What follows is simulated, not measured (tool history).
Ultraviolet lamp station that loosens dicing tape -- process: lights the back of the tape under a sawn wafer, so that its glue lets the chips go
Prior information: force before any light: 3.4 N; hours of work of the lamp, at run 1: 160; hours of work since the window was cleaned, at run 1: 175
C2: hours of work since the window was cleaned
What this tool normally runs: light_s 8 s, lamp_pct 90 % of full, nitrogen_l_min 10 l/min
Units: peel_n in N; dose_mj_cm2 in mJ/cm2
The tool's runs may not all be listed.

Run 1, day 0: usual settings; hours of work of the lamp 160; C2 175. Result: peel_n 0.425 N, dose_mj_cm2 509 mJ/cm2.
Run 2, day 1.846: usual settings; hours of work of the lamp 191; C2 207. Result: peel_n 0.434 N, dose_mj_cm2 492 mJ/cm2.
Run 3, day 4.6: usual settings but light_s 13 s; hours of work of the lamp 238; C2 253. Result: peel_n 0.275 N, dose_mj_cm2 771 mJ/cm2.
Run 4, day 6.35: usual settings; hours of work of the lamp 268; C2 283. Result: peel_n 0.475 N, dose_mj_cm2 465 mJ/cm2.
At day 7.175: window cleaned of glue's vapour.
Run 5, day 8.196: usual settings; hours of work of the lamp 299; C2 17. Result: peel_n 0.551 N, dose_mj_cm2 432 mJ/cm2.
Run 6, day 10.95: usual settings but light_s 10 s; hours of work of the lamp 346; C2 64. Result: peel_n 0.417 N, dose_mj_cm2 511 mJ/cm2.
At day 12.833: window cleaned of glue's vapour, once more.
Run 7, day 13.058: usual settings but light_s 10 s; hours of work of the lamp 381; C2 4. Result: peel_n 0.34 N, dose_mj_cm2 632 mJ/cm2.
Run 8, day 15.858: usual settings but light_s 10 s; hours of work of the lamp 429; C2 51. Result: peel_n 0.344 N, dose_mj_cm2 609 mJ/cm2.
Run 9, day 17.275: usual settings but light_s 10 s; hours of work of the lamp 453; C2 75. Result: peel_n 0.362 N, dose_mj_cm2 598 mJ/cm2.

What does the tool deliver on the next run?
Run 10, day 18.946: usual settings but light_s 10 s; hours of work of the lamp 481; C2 104. Result: peel_n ?, dose_mj_cm2 ?.

{"run 10": {"peel_n": 0.366, "dose_mj_cm2": 588}}
If the tool had no hidden condition, the same run with the same run-to-run variation would have returned peel_n 0.285 N, dose_mj_cm2 744 mJ/cm2.
